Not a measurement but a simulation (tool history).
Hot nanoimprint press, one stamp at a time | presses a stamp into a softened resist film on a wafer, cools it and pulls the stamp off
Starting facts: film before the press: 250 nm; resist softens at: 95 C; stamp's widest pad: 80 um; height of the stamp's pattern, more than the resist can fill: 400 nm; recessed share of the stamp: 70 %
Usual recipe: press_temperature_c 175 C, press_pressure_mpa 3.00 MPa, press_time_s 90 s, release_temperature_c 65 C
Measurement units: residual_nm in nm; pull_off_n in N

run 1 hour=0.0 | press_temperature_c=175 press_pressure_mpa=3.00 press_time_s=90 release_temperature_c=65 | residual_nm=107.8 pull_off_n=198
run 2 hour=36.7 | press_temperature_c=175 press_pressure_mpa=3.00 press_time_s=90 release_temperature_c=65 | residual_nm=107.6 pull_off_n=199
run 3 hour=61.9 | press_temperature_c=175 press_pressure_mpa=3.00 press_time_s=90 release_temperature_c=65 | residual_nm=108.1 pull_off_n=198
run 4 hour=88.8 | press_temperature_c=175 press_pressure_mpa=3.00 press_time_s=90 release_temperature_c=51 | residual_nm=108.1 pull_off_n=304
run 5 hour=119.5 | press_temperature_c=175 press_pressure_mpa=3.00 press_time_s=71 release_temperature_c=51 | residual_nm=117.5 pull_off_n=284
run 6 hour=149.6 | press_temperature_c=175 press_pressure_mpa=3.00 press_time_s=71 release_temperature_c=51 | residual_nm=118.1 pull_off_n=281
run 7 hour=182.7 | press_temperature_c=175 press_pressure_mpa=4.39 press_time_s=90 release_temperature_c=65 | residual_nm=87.9 pull_off_n=196
run 8 hour=221.4 | press_temperature_c=175 press_pressure_mpa=3.00 press_time_s=90 release_temperature_c=65 | residual_nm=108.7 pull_off_n=199
run 9 hour=248.7 | press_temperature_c=175 press_pressure_mpa=3.00 press_time_s=90 release_temperature_c=65 | residual_nm=109.7 pull_off_n=208
run 10 hour=285.3 | press_temperature_c=170 press_pressure_mpa=4.25 press_time_s=90 release_temperature_c=65 | residual_nm=107.2 pull_off_n=201
run 11 hour=325.6 | press_temperature_c=170 press_pressure_mpa=4.25 press_time_s=90 release_temperature_c=65 | residual_nm=107.2 pull_off_n=196
run 12 hour=348.5 | press_temperature_c=175 press_pressure_mpa=2.00 press_time_s=75 release_temperature_c=60 | residual_nm=142.6 pull_off_n=221
run 13 hour=394.0 | press_temperature_c=175 press_pressure_mpa=3.00 press_time_s=72 release_temperature_c=65 | residual_nm=117.9 pull_off_n=201
run 14 hour=414.2 | press_temperature_c=175 press_pressure_mpa=2.17 press_time_s=90 release_temperature_c=59 | residual_nm=130.1 pull_off_n=233
run 15 hour=440.6 | press_temperature_c=172 press_pressure_mpa=3.00 press_time_s=172 release_temperature_c=65 | residual_nm=96.9 pull_off_n=193
run 16 hour=481.8 | press_temperature_c=164 press_pressure_mpa=3.00 press_time_s=90 release_temperature_c=71 | residual_nm=156.3 pull_off_n=159

Removed from this log: 2 entries logged between the listed runs. Between which two listed runs does each belong, and how does the tool's hidden state at the listed run before it compare with that at the listed run after it?
From run 10 to run 11: plate thermocouple calibrated (hour 305.7); stamp cleaned and given a new release coat (hour 311.7)
  true temperature over the reading, C: -0.03 -> 0; grip of the stamp's worn release coat, % over a new coat's: 1.1 -> 0; drift of the gauge itself on residual_nm, %: 1.42 -> 1.57
  measured less the result without the state, residual_nm: +1.6 -> +1.7 nm

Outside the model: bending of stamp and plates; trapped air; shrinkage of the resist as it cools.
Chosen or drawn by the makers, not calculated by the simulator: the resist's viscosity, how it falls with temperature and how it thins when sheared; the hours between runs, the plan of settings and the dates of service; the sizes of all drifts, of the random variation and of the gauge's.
